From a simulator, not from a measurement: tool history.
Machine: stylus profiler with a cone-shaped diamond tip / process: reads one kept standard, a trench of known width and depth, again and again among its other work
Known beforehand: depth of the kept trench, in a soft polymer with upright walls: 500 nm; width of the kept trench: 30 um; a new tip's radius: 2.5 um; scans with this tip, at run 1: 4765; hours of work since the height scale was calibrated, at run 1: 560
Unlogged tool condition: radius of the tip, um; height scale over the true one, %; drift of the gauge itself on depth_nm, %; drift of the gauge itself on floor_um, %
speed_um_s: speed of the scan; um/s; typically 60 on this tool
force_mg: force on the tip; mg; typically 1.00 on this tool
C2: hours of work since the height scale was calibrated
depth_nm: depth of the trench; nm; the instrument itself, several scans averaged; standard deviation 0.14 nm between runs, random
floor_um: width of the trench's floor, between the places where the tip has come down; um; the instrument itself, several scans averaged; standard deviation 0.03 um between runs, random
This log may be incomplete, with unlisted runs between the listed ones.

{"run": 1, "hour": 0.0, "speed_um_s": 60, "force_mg": 1.0, "scans with this tip": 4765, "C2": 560, "depth_nm": 503.68, "floor_um": 26.49}
{"run": 2, "hour": 65.7, "speed_um_s": 60, "force_mg": 1.0, "scans with this tip": 5135, "C2": 604, "depth_nm": 503.79, "floor_um": 26.53}
{"run": 3, "hour": 112.8, "speed_um_s": 60, "force_mg": 1.0, "scans with this tip": 5401, "C2": 635, "depth_nm": 503.62, "floor_um": 26.45}
{"run": 4, "hour": 169.1, "speed_um_s": 228, "force_mg": 1.0, "scans with this tip": 5718, "C2": 672, "depth_nm": 503.29, "floor_um": 25.82}
{"run": 5, "hour": 209.7, "speed_um_s": 60, "force_mg": 1.0, "scans with this tip": 5947, "C2": 699, "depth_nm": 503.25, "floor_um": 26.41}
{"run": 6, "hour": 280.5, "speed_um_s": 60, "force_mg": 0.49, "scans with this tip": 6347, "C2": 746, "depth_nm": 501.42, "floor_um": 26.27}
{"run": 7, "hour": 350.7, "speed_um_s": 60, "force_mg": 0.49, "scans with this tip": 6743, "C2": 793, "depth_nm": 501.34, "floor_um": 26.33}
{"run": 8, "hour": 392.2, "speed_um_s": 25, "force_mg": 1.02, "scans with this tip": 6977, "C2": 820, "depth_nm": 503.12, "floor_um": 26.47}
{"run": 9, "hour": 468.2, "speed_um_s": 25, "force_mg": 1.02, "scans with this tip": 7405, "C2": 871, "depth_nm": 503.17, "floor_um": 26.49}
{"run": 10, "hour": 536.4, "speed_um_s": 25, "force_mg": 1.02, "scans with this tip": 7790, "C2": 916, "depth_nm": 502.92, "floor_um": 26.4}
{"run": 11, "hour": 621.9, "speed_um_s": 41, "force_mg": 2.04, "scans with this tip": 8273, "C2": 973, "depth_nm": 505.79, "floor_um": 26.4}
{"run": 12, "hour": 698.5, "speed_um_s": 20, "force_mg": 1.0, "scans with this tip": 8704, "C2": 1024, "depth_nm": 502.67, "floor_um": 26.42}
{"run": 13, "hour": 790.4, "speed_um_s": 20, "force_mg": 1.0, "scans with this tip": 9223, "C2": 1085, "depth_nm": 502.73, "floor_um": 26.33}

Measured minus without-hidden-state, run by run (identical run-to-run variation in each term; gauge scatter may differ):
run=1 depth_nm=-1.02 floor_um=-0.26
run=2 depth_nm=-1.11 floor_um=-0.29
run=3 depth_nm=-1.17 floor_um=-0.31
run=4 depth_nm=-1.24 floor_um=-0.33
run=5 depth_nm=-1.28 floor_um=-0.34
run=6 depth_nm=-1.37 floor_um=-0.37
run=7 depth_nm=-1.46 floor_um=-0.40
run=8 depth_nm=-1.50 floor_um=-0.42
run=9 depth_nm=-1.60 floor_um=-0.44
run=10 depth_nm=-1.69 floor_um=-0.47
run=11 depth_nm=-1.80 floor_um=-0.49
run=12 depth_nm=-1.87 floor_um=-0.53
run=13 depth_nm=-1.98 floor_um=-0.56
